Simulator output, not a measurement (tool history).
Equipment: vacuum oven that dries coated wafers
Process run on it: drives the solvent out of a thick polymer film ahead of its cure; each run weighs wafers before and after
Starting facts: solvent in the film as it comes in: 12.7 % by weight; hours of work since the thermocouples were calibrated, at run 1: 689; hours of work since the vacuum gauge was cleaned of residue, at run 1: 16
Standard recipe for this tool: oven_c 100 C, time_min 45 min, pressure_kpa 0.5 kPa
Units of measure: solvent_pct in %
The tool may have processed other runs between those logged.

| run | day | oven_c | time_min | pressure_kpa | hours of work since the thermocouples were calibrated | hours of work since the vacuum gauge was cleaned of residue | solvent_pct |
|---|---|---|---|---|---|---|---|
| 1 | 0 | 100 | 45 | 0.5 | 689 | 16 | 2.1 |
| 2 | 1.2 | 100 | 60 | 0.5 | 702 | 28 | 1.31 |
| 3 | 2.829 | 100 | 60 | 0.5 | 718 | 45 | 1.3 |
| 4 | 3.538 | 100 | 60 | 0.5 | 725 | 52 | 1.31 |
| 5 | 4.462 | 100 | 45 | 0.5 | 735 | 61 | 2.12 |
| 6 | 5.579 | 100 | 45 | 0.5 | 746 | 73 | 2.12 |
| 7 | 6.683 | 100 | 45 | 0.5 | 757 | 84 | 2.05 |
|  | 7.129 | oven's thermocouples calibrated |
| 8 | 7.742 | 100 | 45 | 0.5 | 6 | 94 | 2.21 |
| 9 | 9.296 | 100 | 45 | 0.5 | 22 | 110 | 2.19 |
| 10 | 10.892 | 100 | 45 | 0.5 | 38 | 126 | 2.18 |
| 11 | 11.762 | 100 | 45 | 0.5 | 47 | 135 | 2.23 |
| 12 | 12.712 | 100 | 45 | 0.5 | 57 | 144 | 2.16 |
| 13 | 13.738 | 100 | 45 | 0.5 | 67 | 155 | 2.2 |
| 14 | 14.662 | 100 | 45 | 0.5 | 77 | 164 | 2.2 |
| 15 | 15.912 | 100 | 31 | 0.5 | 89 | 177 | 3.51 |
| 16 | 16.825 | 100 | 31 | 0.5 | 99 | 186 | 3.52 |
| 17 | 18.383 | 100 | 31 | 0.5 | 115 | 202 | 3.5 |
| 18 | 19.338 | 97 | 45 | 0.5 | 124 | 212 | 2.7 |
| 19 | 20.133 | 90 | 45 | 0.5 | 132 | 220 | 3.97 |
| 20 | 20.817 | 107 | 58 | 1.355 | 139 | 227 | 1 |
| 21 | 22.096 | 107 | 58 | 1.355 | 152 | 240 | 0.95 |
| 22 | 22.838 | 110 | 46 | 0.512 | 160 | 248 | 0.92 |
| 23 | 23.833 | 110 | 46 | 0.512 | 170 | 258 | 0.91 |
| 24 | 25.246 | 110 | 46 | 0.512 | 184 | 272 | 0.95 |
| 25 | 26.442 | 110 | 46 | 0.512 | 197 | 284 | 0.87 |
| 26 | 27.829 | 101 | 57 | 0.833 | 211 | 298 | 1.51 |
| 27 | 28.996 | 101 | 57 | 0.833 | 222 | 310 | 1.52 |
| 28 | 30.058 | 110 | 70 | 0.84 | 233 | 321 | 0.44 |
| 29 | 31.517 | 108 | 45 | 0.318 | 248 | 336 | 1.09 |
| 30 | 32.654 | 85 | 45 | 0.374 | 260 | 347 | 4.79 |

Estimate the outcome of run 31 from the log above:
| 31 | 34.112 | 85 | 45 | 0.374 | 275 | 362 | ? |

Run 31 gave solvent_pct 4.85 %.
Had the tool carried no hidden state, the very same run would have given solvent_pct 4.96 %.
